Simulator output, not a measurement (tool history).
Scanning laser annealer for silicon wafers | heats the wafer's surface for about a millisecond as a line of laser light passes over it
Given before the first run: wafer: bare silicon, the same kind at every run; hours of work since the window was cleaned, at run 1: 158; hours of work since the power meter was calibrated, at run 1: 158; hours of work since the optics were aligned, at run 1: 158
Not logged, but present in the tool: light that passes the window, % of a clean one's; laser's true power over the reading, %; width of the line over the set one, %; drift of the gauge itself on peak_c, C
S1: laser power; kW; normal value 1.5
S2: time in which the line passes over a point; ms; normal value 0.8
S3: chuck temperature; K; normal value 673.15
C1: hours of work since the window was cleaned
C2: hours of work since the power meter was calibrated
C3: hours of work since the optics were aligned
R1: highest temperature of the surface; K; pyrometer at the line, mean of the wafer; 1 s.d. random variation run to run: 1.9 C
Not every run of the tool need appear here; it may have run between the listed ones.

| run | hour | S1 | S2 | S3 | C1 | C2 | C3 | R1 |
|---|---|---|---|---|---|---|---|---|
| 1 | 0 | 1.5 | 0.8 | 673.15 | 158 | 158 | 158 | 1417.15 |
| 2 | 45.3 | 1.5 | 0.796 | 673.15 | 194 | 194 | 194 | 1416.15 |
| 3 | 78.1 | 1.5 | 0.796 | 673.15 | 220 | 220 | 220 | 1414.15 |
| 4 | 133.4 | 1.5 | 0.796 | 696.15 | 264 | 264 | 264 | 1437.15 |
| 5 | 164.9 | 1.53 | 0.8 | 673.15 | 289 | 289 | 289 | 1437.15 |
| 6 | 220.5 | 1.53 | 0.8 | 673.15 | 333 | 333 | 333 | 1433.15 |
| 7 | 248.6 | 1.5 | 0.812 | 673.15 | 355 | 355 | 355 | 1421.15 |
| 8 | 304.8 | 1.5 | 0.812 | 673.15 | 400 | 400 | 400 | 1425.15 |
| 9 | 339.4 | 1.5 | 0.8 | 677.15 | 427 | 427 | 427 | 1422.15 |
|  | 365.1 | window over the wafer cleaned |
| 10 | 399 | 1.5 | 0.8 | 677.15 | 27 | 473 | 473 | 1423.15 |
| 11 | 433 | 1.5 | 0.8 | 677.15 | 54 | 499 | 499 | 1422.15 |
| 12 | 483.3 | 1.5 | 0.8 | 677.15 | 94 | 539 | 539 | 1419.15 |
| 13 | 515.8 | 1.5 | 0.8 | 677.15 | 119 | 565 | 565 | 1420.15 |
| 14 | 558.7 | 1.5 | 0.8 | 673.15 | 153 | 599 | 599 | 1416.15 |
| 15 | 600.6 | 1.299 | 0.8 | 673.15 | 187 | 632 | 632 | 1289.15 |
| 16 | 667.2 | 1.299 | 0.8 | 673.15 | 239 | 685 | 685 | 1286.15 |
| 17 | 702.3 | 1.299 | 0.8 | 673.15 | 267 | 713 | 713 | 1289.15 |
| 18 | 736.6 | 1.299 | 0.8 | 639.15 | 294 | 740 | 740 | 1252.15 |
| 19 | 791.6 | 1.299 | 0.8 | 639.15 | 338 | 784 | 784 | 1253.15 |
| 20 | 843.4 | 1.5 | 0.68 | 673.15 | 379 | 825 | 825 | 1349.15 |
| 21 | 905.6 | 1.5 | 0.68 | 673.15 | 428 | 874 | 874 | 1350.15 |
|  | 924.5 | optics aligned, line set to its width |
|  | 933 | window over the wafer cleaned |
| 22 | 966.1 | 1.5 | 0.68 | 673.15 | 26 | 916 | 31 | 1352.15 |
| 23 | 1013.1 | 1.314 | 0.68 | 673.15 | 63 | 954 | 69 | 1244.15 |
| 24 | 1068.5 | 1.5 | 0.853 | 673.15 | 107 | 998 | 113 | 1443.15 |
| 25 | 1110 | 1.485 | 0.853 | 645.15 | 140 | 1030 | 145 | 1405.15 |
| 26 | 1141.8 | 1.588 | 0.926 | 673.15 | 166 | 1056 | 171 | 1547.15 |
| 27 | 1179.3 | 1.6 | 0.751 | 674.15 | 195 | 1085 | 200 | 1451.15 |
| 28 | 1227 | 1.5 | 0.583 | 667.15 | 233 | 1123 | 238 | 1286.15 |
| 29 | 1288.2 | 1.523 | 0.682 | 702.15 | 281 | 1172 | 287 | 1394.15 |
| 30 | 1351.4 | 1.518 | 0.777 | 673.15 | 332 | 1222 | 337 | 1416.15 |

Consider 4 possible next runs. They are alternatives, not a sequence: every one starts from the tool as it was left by run 30. What does each give?
| A | 1415.6 | 1.598 | 0.777 | 673.15 | 382 | 1273 | 388 | ? |
| B | 1415.6 | 1.473 | 0.8 | 680.15 | 382 | 1273 | 388 | ? |
| C | 1415.6 | 1.518 | 0.906 | 709.15 | 382 | 1273 | 388 | ? |
| D | 1415.6 | 1.312 | 0.777 | 696.15 | 382 | 1273 | 388 | ? |

| run | R1 |
|---|---|
| A | 1466.15 |
| B | 1401.15 |
| C | 1520.15 |
| D | 1309.15 |
With no hidden state in the tool, these same runs would have given:
| run | R1 |
|---|---|
| A | 1466.15 |
| B | 1401.15 |
| C | 1521.15 |
| D | 1310.15 |
